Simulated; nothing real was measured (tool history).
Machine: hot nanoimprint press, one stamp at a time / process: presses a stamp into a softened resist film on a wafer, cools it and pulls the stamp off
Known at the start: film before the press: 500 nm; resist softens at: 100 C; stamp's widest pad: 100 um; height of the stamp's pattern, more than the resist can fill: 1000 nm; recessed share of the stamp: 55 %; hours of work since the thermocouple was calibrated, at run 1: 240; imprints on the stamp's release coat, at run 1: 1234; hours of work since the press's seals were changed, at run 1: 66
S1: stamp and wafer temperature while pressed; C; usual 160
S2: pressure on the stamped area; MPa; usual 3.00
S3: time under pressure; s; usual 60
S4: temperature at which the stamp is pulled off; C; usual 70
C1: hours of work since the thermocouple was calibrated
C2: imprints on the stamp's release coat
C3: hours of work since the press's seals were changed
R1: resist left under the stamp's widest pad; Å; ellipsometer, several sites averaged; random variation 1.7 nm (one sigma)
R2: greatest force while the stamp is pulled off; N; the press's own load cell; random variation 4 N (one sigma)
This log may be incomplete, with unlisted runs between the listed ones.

run,hour,S1,S2,S3,S4,C1,C2,C3,R1,R2
1,0.0,160,3.00,60,70,240,1234,66,2509,247
2,18.2,153,3.00,60,70,249,1288,75,3605,238
3,45.3,153,3.00,60,70,262,1369,88,3599,239
4,71.5,160,3.00,60,70,275,1448,101,2510,242
5,102.3,160,3.00,60,70,290,1540,116,2528,254
6,130.7,160,3.00,60,70,303,1625,129,2510,251
7,163.5,160,3.00,60,70,319,1723,145,2492,253
# hour 198.6: stamp cleaned and given a new release coat
8,198.6,160,3.00,60,66,333,0,159,2467,202
9,228.0,160,3.00,60,66,348,89,174,2464,204
10,244.4,160,3.00,60,66,356,138,181,2515,203
11,275.6,160,3.00,60,66,371,231,197,2484,207
# hour 311.1: plate thermocouple calibrated
12,311.6,160,4.35,60,70,0,330,213,2360,202
13,326.3,160,4.35,60,70,7,374,220,2403,201
14,350.5,160,4.35,60,70,19,447,231,2397,210
15,377.5,165,2.33,116,74,32,527,244,1774,195
16,392.0,158,2.33,116,58,39,571,251,2668,255
17,421.7,158,1.86,116,58,54,659,266,2872,264
18,453.3,169,3.00,71,70,69,754,281,1530,217
19,475.5,169,3.00,71,70,80,821,292,1544,218
20,497.5,156,3.00,43,70,90,886,303,3568,224
21,521.0,156,3.00,43,70,102,957,314,3575,220
22,540.5,160,3.00,43,70,111,1015,323,3036,230
23,557.4,160,3.00,43,70,119,1066,332,3013,228
24,580.9,160,3.35,43,73,131,1136,343,2857,225
25,607.9,151,2.34,43,61,144,1217,356,4361,278
26,638.2,160,3.00,63,70,158,1308,371,2610,240
27,671.6,163,3.00,54,70,175,1408,387,2349,257

4 ways to go on from here, each from the tool as it stands after run 27. What would each give?
A,700.1,160,2.90,60,64,188,1493,401,?,?
B,700.1,168,3.52,54,63,188,1493,401,?,?
C,700.1,152,3.39,60,70,188,1493,401,?,?
D,700.1,167,3.00,54,70,188,1493,401,?,?

run,R1,R2
A,2670,282
B,1642,286
C,3705,248
D,1863,243
The same runs, with their run-to-run variation unchanged, on a tool lacking any hidden condition would have given:
run,R1,R2
A,2731,218
B,1679,221
C,3767,192
D,1907,188
